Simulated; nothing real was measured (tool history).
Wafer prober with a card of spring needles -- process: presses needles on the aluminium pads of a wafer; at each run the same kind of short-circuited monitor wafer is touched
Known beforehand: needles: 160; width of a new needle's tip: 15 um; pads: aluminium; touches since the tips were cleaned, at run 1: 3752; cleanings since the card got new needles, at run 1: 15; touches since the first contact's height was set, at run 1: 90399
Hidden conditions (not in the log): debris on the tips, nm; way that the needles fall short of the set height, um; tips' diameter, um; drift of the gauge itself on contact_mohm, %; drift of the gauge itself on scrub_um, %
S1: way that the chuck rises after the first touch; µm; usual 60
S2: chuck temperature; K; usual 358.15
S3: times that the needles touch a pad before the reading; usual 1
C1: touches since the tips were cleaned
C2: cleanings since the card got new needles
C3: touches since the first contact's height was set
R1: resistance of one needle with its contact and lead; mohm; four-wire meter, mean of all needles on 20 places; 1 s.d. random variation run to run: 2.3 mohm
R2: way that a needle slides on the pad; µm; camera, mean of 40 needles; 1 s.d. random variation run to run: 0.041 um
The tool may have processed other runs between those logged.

{"run": 1, "hour": 0.0, "S1": 60, "S2": 358.15, "S3": 1, "C1": 3752, "C2": 15, "C3": 90399, "R1": 292, "R2": 11.34}
{"hour": 3.2, "done": "tips cleaned on abrasive film"}
{"hour": 11.9, "done": "tips cleaned on abrasive film"}
{"run": 2, "hour": 13.1, "S1": 60, "S2": 395.15, "S3": 1, "C1": 743, "C2": 17, "C3": 98491, "R1": 281, "R2": 11.23}
{"hour": 21.0, "done": "tips cleaned on abrasive film"}
{"run": 3, "hour": 23.5, "S1": 60, "S2": 395.15, "S3": 2, "C1": 1604, "C2": 18, "C3": 105032, "R1": 282, "R2": 11.19}
{"hour": 30.7, "done": "tips cleaned on abrasive film"}
{"run": 4, "hour": 32.3, "S1": 60, "S2": 358.15, "S3": 3, "C1": 1003, "C2": 19, "C3": 110460, "R1": 260, "R2": 11.27}
{"hour": 39.7, "done": "tips cleaned on abrasive film"}
{"run": 5, "hour": 40.5, "S1": 60, "S2": 358.15, "S3": 3, "C1": 495, "C2": 20, "C3": 115601, "R1": 253, "R2": 11.2}
{"hour": 49.0, "done": "tips cleaned on abrasive film"}
{"run": 6, "hour": 51.5, "S1": 60, "S2": 300.15, "S3": 1, "C1": 1576, "C2": 21, "C3": 122471, "R1": 267, "R2": 11.15}
{"hour": 58.5, "done": "tips cleaned on abrasive film"}
{"run": 7, "hour": 62.4, "S1": 60, "S2": 300.15, "S3": 1, "C1": 2485, "C2": 22, "C3": 129279, "R1": 276, "R2": 11.23}
{"hour": 67.2, "done": "tips cleaned on abrasive film"}
{"run": 8, "hour": 75.1, "S1": 60, "S2": 308.15, "S3": 1, "C1": 4962, "C2": 23, "C3": 137158, "R1": 281, "R2": 11.15}
{"hour": 76.2, "done": "tips cleaned on abrasive film"}
{"run": 9, "hour": 81.5, "S1": 60, "S2": 308.15, "S3": 1, "C1": 3319, "C2": 24, "C3": 141127, "R1": 281, "R2": 11.17}
{"hour": 85.7, "done": "tips cleaned on abrasive film"}
{"run": 10, "hour": 92.3, "S1": 76, "S2": 324.15, "S3": 3, "C1": 4166, "C2": 25, "C3": 147874, "R1": 252, "R2": 14.18}
{"hour": 95.0, "done": "tips cleaned on abrasive film"}
{"hour": 104.4, "done": "tips cleaned on abrasive film"}
{"run": 11, "hour": 107.2, "S1": 41, "S2": 389.15, "S3": 2, "C1": 1785, "C2": 27, "C3": 157162, "R1": 292, "R2": 7.44}
{"hour": 113.3, "done": "tips cleaned on abrasive film"}
{"run": 12, "hour": 115.5, "S1": 79, "S2": 325.15, "S3": 2, "C1": 1400, "C2": 28, "C3": 162321, "R1": 251, "R2": 14.71}
{"hour": 122.3, "done": "tips cleaned on abrasive film"}
{"run": 13, "hour": 122.3, "S1": 76, "S2": 299.15, "S3": 3, "C1": 0, "C2": 29, "C3": 166547, "R1": 236, "R2": 14.09}
{"hour": 131.2, "done": "tips cleaned on abrasive film"}
{"run": 14, "hour": 137.2, "S1": 67, "S2": 305.15, "S3": 1, "C1": 3799, "C2": 30, "C3": 175872, "R1": 270, "R2": 12.48}
{"hour": 140.6, "done": "tips cleaned on abrasive film"}
{"run": 15, "hour": 147.0, "S1": 67, "S2": 305.15, "S3": 1, "C1": 4018, "C2": 31, "C3": 181931, "R1": 275, "R2": 12.43}

Below are 4 alternative next runs, each starting from the tool's condition after run 15. Predict each:
{"hour": 150.3, "done": "tips cleaned on abrasive film"}
{"hour": 160.0, "done": "tips cleaned on abrasive film"}
{"run": "A", "hour": 161.4, "S1": 53, "S2": 305.15, "S3": 1, "C1": 889, "C2": 33, "C3": 190904, "R1": "?", "R2": "?"}
{"hour": 150.3, "done": "tips cleaned on abrasive film"}
{"hour": 160.0, "done": "tips cleaned on abrasive film"}
{"run": "B", "hour": 161.4, "S1": 62, "S2": 307.15, "S3": 1, "C1": 889, "C2": 33, "C3": 190904, "R1": "?", "R2": "?"}
{"hour": 150.3, "done": "tips cleaned on abrasive film"}
{"hour": 160.0, "done": "tips cleaned on abrasive film"}
{"run": "C", "hour": 161.4, "S1": 71, "S2": 358.15, "S3": 1, "C1": 889, "C2": 33, "C3": 190904, "R1": "?", "R2": "?"}
{"hour": 150.3, "done": "tips cleaned on abrasive film"}
{"hour": 160.0, "done": "tips cleaned on abrasive film"}
{"run": "D", "hour": 161.4, "S1": 67, "S2": 336.15, "S3": 2, "C1": 889, "C2": 33, "C3": 190904, "R1": "?", "R2": "?"}

run=A R1=265 R2=9.73
run=B R1=259 R2=11.41
run=C R1=267 R2=13.01
run=D R1=255 R2=12.35
Stripped of hidden state, with their random variation kept, the same runs would have yielded:
run=A R1=239 R2=10.16
run=B R1=238 R2=11.84
run=C R1=251 R2=13.44
run=D R1=244 R2=12.79
